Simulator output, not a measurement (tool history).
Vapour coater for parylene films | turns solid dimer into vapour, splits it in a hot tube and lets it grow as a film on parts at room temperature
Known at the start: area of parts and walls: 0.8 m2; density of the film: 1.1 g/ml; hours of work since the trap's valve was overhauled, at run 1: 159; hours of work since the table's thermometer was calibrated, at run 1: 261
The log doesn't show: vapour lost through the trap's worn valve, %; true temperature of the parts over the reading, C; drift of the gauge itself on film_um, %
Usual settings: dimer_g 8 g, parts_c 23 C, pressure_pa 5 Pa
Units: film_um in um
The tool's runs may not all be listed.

| run | hour | dimer_g | parts_c | pressure_pa | hours of work since the trap's valve was overhauled | hours of work since the table's thermometer was calibrated | film_um |
|---|---|---|---|---|---|---|---|
| 1 | 0 | 8 | 23 | 5 | 159 | 261 | 6.79 |
| 2 | 13.2 | 8 | 23 | 5 | 168 | 270 | 6.72 |
| 3 | 34 | 8 | 23 | 2.2 | 182 | 285 | 7.84 |
| 4 | 51.1 | 8 | 34 | 5 | 194 | 297 | 5.34 |
| 5 | 76.7 | 8 | 23 | 5 | 212 | 314 | 6.73 |
| 6 | 97.6 | 8 | 23 | 5 | 227 | 329 | 6.71 |
| 7 | 117.9 | 8 | 23 | 5 | 241 | 343 | 6.73 |
| 8 | 137.2 | 8 | 23 | 5 | 254 | 357 | 6.6 |
| 9 | 152.6 | 8 | 23 | 5 | 265 | 367 | 6.6 |
| 10 | 169.6 | 8 | 23 | 5 | 277 | 379 | 6.6 |
| 11 | 185.4 | 8 | 23 | 5 | 288 | 390 | 6.53 |
| 12 | 203.8 | 8 | 23 | 5 | 301 | 403 | 6.58 |
| 13 | 227.5 | 8 | 23 | 5 | 317 | 420 | 6.53 |
| 14 | 241.2 | 8 | 23 | 5 | 327 | 429 | 6.56 |
| 15 | 257 | 8 | 23 | 5 | 338 | 440 | 6.48 |
| 16 | 269.2 | 8 | 23 | 4.33 | 346 | 449 | 6.59 |
| 17 | 282.4 | 7 | 23 | 4.33 | 355 | 458 | 5.8 |
|  | 292.5 | trap's valve overhauled |
| 18 | 301.5 | 7 | 23 | 4.33 | 6 | 468 | 6.36 |
| 19 | 322 | 8 | 30 | 5 | 21 | 483 | 6.16 |
| 20 | 341.6 | 8 | 30 | 5 | 34 | 496 | 6.12 |
| 21 | 354 | 8 | 20 | 5 | 43 | 505 | 7.4 |
| 22 | 372.2 | 8 | 20 | 5 | 55 | 517 | 7.39 |
| 23 | 395 | 8 | 20 | 5 | 71 | 533 | 7.37 |
| 24 | 418.1 | 8 | 20 | 5 | 87 | 549 | 7.41 |
| 25 | 437.2 | 8 | 34 | 5.16 | 101 | 563 | 5.46 |
| 26 | 456.4 | 8 | 23 | 4.1 | 114 | 576 | 7.12 |
| 27 | 468.1 | 8 | 23 | 4.1 | 122 | 584 | 7.08 |
| 28 | 492.1 | 8 | 28 | 4.1 | 139 | 601 | 6.38 |
| 29 | 509.5 | 8 | 28 | 4.1 | 151 | 613 | 6.41 |
| 30 | 521.7 | 8 | 23 | 4.1 | 160 | 622 | 7.05 |
| 31 | 542 | 11 | 23 | 5.01 | 174 | 636 | 9.27 |
| 32 | 561.8 | 8 | 18 | 9.61 | 187 | 649 | 6.64 |
| 33 | 576.8 | 9 | 32 | 2.36 | 198 | 660 | 7.28 |
| 34 | 600.9 | 5 | 17 | 3.13 | 215 | 677 | 5.18 |
| 35 | 624.5 | 14 | 18 | 5 | 231 | 693 | 12.89 |
| 36 | 638.8 | 14 | 18 | 5 | 241 | 703 | 12.94 |
| 37 | 654.4 | 8 | 23 | 3.64 | 252 | 714 | 7.05 |
| 38 | 673.2 | 8 | 23 | 3.64 | 265 | 727 | 7.05 |
| 39 | 697.4 | 5 | 25 | 9.14 | 282 | 744 | 3.57 |
| 40 | 710.2 | 8 | 25 | 6.85 | 291 | 753 | 5.91 |
| 41 | 728.6 | 8 | 25 | 6.85 | 304 | 766 | 6.02 |
| 42 | 753.8 | 13 | 25 | 6.39 | 321 | 783 | 9.68 |
| 43 | 764.5 | 13 | 25 | 6.39 | 329 | 791 | 9.66 |
| 44 | 779.2 | 8 | 28 | 10.35 | 339 | 801 | 5.18 |
| 45 | 804 | 8 | 16 | 9.98 | 356 | 818 | 6.54 |
|  | 811.6 | trap's valve overhauled |
| 46 | 821.8 | 8 | 16 | 9.98 | 7 | 828 | 7.21 |
| 47 | 842.9 | 8 | 16 | 9.98 | 22 | 842 | 7.2 |

The same runs without the tool's hidden state, with the same run-to-run variation:
| run | film_um |
|---|---|
| 1 | 7.06 |
| 2 | 7.01 |
| 3 | 8.21 |
| 4 | 5.61 |
| 5 | 7.1 |
| 6 | 7.1 |
| 7 | 7.15 |
| 8 | 7.03 |
| 9 | 7.05 |
| 10 | 7.07 |
| 11 | 7.02 |
| 12 | 7.1 |
| 13 | 7.08 |
| 14 | 7.13 |
| 15 | 7.06 |
| 16 | 7.19 |
| 17 | 6.35 |
| 18 | 6.34 |
| 19 | 6.17 |
| 20 | 6.15 |
| 21 | 7.46 |
| 22 | 7.46 |
| 23 | 7.48 |
| 24 | 7.55 |
| 25 | 5.57 |
| 26 | 7.3 |
| 27 | 7.28 |
| 28 | 6.58 |
| 29 | 6.63 |
| 30 | 7.32 |
| 31 | 9.65 |
| 32 | 6.94 |
| 33 | 7.63 |
| 34 | 5.45 |
| 35 | 13.63 |
| 36 | 13.71 |
| 37 | 7.5 |
| 38 | 7.51 |
| 39 | 3.82 |
| 40 | 6.34 |
| 41 | 6.48 |
| 42 | 10.49 |
| 43 | 10.48 |
| 44 | 5.63 |
| 45 | 7.15 |
| 46 | 7.15 |
| 47 | 7.17 |
